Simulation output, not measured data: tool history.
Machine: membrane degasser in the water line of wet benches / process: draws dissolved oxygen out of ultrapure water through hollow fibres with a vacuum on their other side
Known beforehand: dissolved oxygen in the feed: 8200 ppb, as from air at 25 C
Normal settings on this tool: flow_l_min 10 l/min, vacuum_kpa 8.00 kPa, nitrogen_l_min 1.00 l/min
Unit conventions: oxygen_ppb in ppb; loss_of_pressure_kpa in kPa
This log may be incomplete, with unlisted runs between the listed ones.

run 1 hour=0.0 | flow_l_min=10 vacuum_kpa=8.00 nitrogen_l_min=1.00 | oxygen_ppb=351.5 loss_of_pressure_kpa=61.72
run 2 hour=50.8 | flow_l_min=10 vacuum_kpa=8.00 nitrogen_l_min=1.00 | oxygen_ppb=343.7 loss_of_pressure_kpa=61.63
run 3 hour=118.4 | flow_l_min=10 vacuum_kpa=8.00 nitrogen_l_min=1.00 | oxygen_ppb=350.7 loss_of_pressure_kpa=61.27
run 4 hour=191.6 | flow_l_min=10 vacuum_kpa=8.00 nitrogen_l_min=1.00 | oxygen_ppb=350.1 loss_of_pressure_kpa=61.29
run 5 hour=232.3 | flow_l_min=10 vacuum_kpa=12.85 nitrogen_l_min=1.00 | oxygen_ppb=457.0 loss_of_pressure_kpa=61.04
run 6 hour=298.6 | flow_l_min=10 vacuum_kpa=12.85 nitrogen_l_min=1.00 | oxygen_ppb=455.2 loss_of_pressure_kpa=61.02
run 7 hour=355.2 | flow_l_min=10 vacuum_kpa=12.85 nitrogen_l_min=1.00 | oxygen_ppb=457.6 loss_of_pressure_kpa=60.60
run 8 hour=418.5 | flow_l_min=10 vacuum_kpa=12.85 nitrogen_l_min=1.00 | oxygen_ppb=455.9 loss_of_pressure_kpa=60.84
run 9 hour=485.8 | flow_l_min=10 vacuum_kpa=12.85 nitrogen_l_min=1.00 | oxygen_ppb=449.6 loss_of_pressure_kpa=60.72
run 10 hour=552.7 | flow_l_min=10 vacuum_kpa=8.00 nitrogen_l_min=1.00 | oxygen_ppb=349.6 loss_of_pressure_kpa=60.30
run 11 hour=606.3 | flow_l_min=8 vacuum_kpa=8.00 nitrogen_l_min=1.00 | oxygen_ppb=281.8 loss_of_pressure_kpa=48.30
run 12 hour=655.5 | flow_l_min=7 vacuum_kpa=8.00 nitrogen_l_min=1.00 | oxygen_ppb=234.2 loss_of_pressure_kpa=42.35
run 13 hour=721.0 | flow_l_min=7 vacuum_kpa=8.00 nitrogen_l_min=1.00 | oxygen_ppb=234.5 loss_of_pressure_kpa=41.85
run 14 hour=765.7 | flow_l_min=7 vacuum_kpa=15.59 nitrogen_l_min=1.00 | oxygen_ppb=358.5 loss_of_pressure_kpa=41.80
-- hour=790.2 gauge calibrated
run 15 hour=808.6 | flow_l_min=7 vacuum_kpa=15.59 nitrogen_l_min=1.00 | oxygen_ppb=348.7 loss_of_pressure_kpa=43.14
run 16 hour=869.3 | flow_l_min=10 vacuum_kpa=8.38 nitrogen_l_min=1.00 | oxygen_ppb=355.5 loss_of_pressure_kpa=61.07
run 17 hour=900.6 | flow_l_min=11 vacuum_kpa=7.58 nitrogen_l_min=1.00 | oxygen_ppb=375.2 loss_of_pressure_kpa=67.31
run 18 hour=943.4 | flow_l_min=11 vacuum_kpa=16.13 nitrogen_l_min=2.78 | oxygen_ppb=381.7 loss_of_pressure_kpa=67.00
run 19 hour=1007.7 | flow_l_min=7 vacuum_kpa=12.19 nitrogen_l_min=1.00 | oxygen_ppb=302.1 loss_of_pressure_kpa=42.91
run 20 hour=1048.0 | flow_l_min=7 vacuum_kpa=12.49 nitrogen_l_min=1.00 | oxygen_ppb=307.8 loss_of_pressure_kpa=43.01
run 21 hour=1080.4 | flow_l_min=7 vacuum_kpa=12.49 nitrogen_l_min=1.00 | oxygen_ppb=309.0 loss_of_pressure_kpa=42.53
run 22 hour=1135.9 | flow_l_min=7 vacuum_kpa=8.00 nitrogen_l_min=1.00 | oxygen_ppb=238.9 loss_of_pressure_kpa=42.89
run 23 hour=1173.5 | flow_l_min=13 vacuum_kpa=14.01 nitrogen_l_min=1.38 | oxygen_ppb=535.9 loss_of_pressure_kpa=78.82
run 24 hour=1207.3 | flow_l_min=13 vacuum_kpa=14.01 nitrogen_l_min=1.38 | oxygen_ppb=547.6 loss_of_pressure_kpa=79.01
run 25 hour=1260.8 | flow_l_min=13 vacuum_kpa=14.01 nitrogen_l_min=1.38 | oxygen_ppb=527.5 loss_of_pressure_kpa=78.79
run 26 hour=1315.6 | flow_l_min=13 vacuum_kpa=14.01 nitrogen_l_min=1.38 | oxygen_ppb=542.8 loss_of_pressure_kpa=78.94
run 27 hour=1378.0 | flow_l_min=14 vacuum_kpa=8.00 nitrogen_l_min=2.20 | oxygen_ppb=412.8 loss_of_pressure_kpa=84.93
run 28 hour=1434.7 | flow_l_min=11 vacuum_kpa=9.40 nitrogen_l_min=1.25 | oxygen_ppb=388.0 loss_of_pressure_kpa=66.00
run 29 hour=1467.7 | flow_l_min=13 vacuum_kpa=17.60 nitrogen_l_min=0.49 | oxygen_ppb=1036.8 loss_of_pressure_kpa=78.66
run 30 hour=1526.5 | flow_l_min=13 vacuum_kpa=17.60 nitrogen_l_min=0.49 | oxygen_ppb=1002.7 loss_of_pressure_kpa=78.00
run 31 hour=1578.6 | flow_l_min=13 vacuum_kpa=17.60 nitrogen_l_min=0.49 | oxygen_ppb=1034.9 loss_of_pressure_kpa=77.14

Alternative continuations, all from the tool just after run 31; predict every row:
run A hour=1621.0 | flow_l_min=13 vacuum_kpa=5.50 nitrogen_l_min=0.49 | oxygen_ppb=? loss_of_pressure_kpa=?
run B hour=1621.0 | flow_l_min=14 vacuum_kpa=8.00 nitrogen_l_min=0.78 | oxygen_ppb=? loss_of_pressure_kpa=?
run C hour=1621.0 | flow_l_min=14 vacuum_kpa=8.00 nitrogen_l_min=1.00 | oxygen_ppb=? loss_of_pressure_kpa=?

run=A oxygen_ppb=438.8 loss_of_pressure_kpa=78.14
run=B oxygen_ppb=528.1 loss_of_pressure_kpa=84.22
run=C oxygen_ppb=482.0 loss_of_pressure_kpa=83.56
With no hidden state in the tool, these same runs would have given:
run=A oxygen_ppb=437.7 loss_of_pressure_kpa=80.47
run=B oxygen_ppb=527.0 loss_of_pressure_kpa=86.73
run=C oxygen_ppb=481.0 loss_of_pressure_kpa=86.06
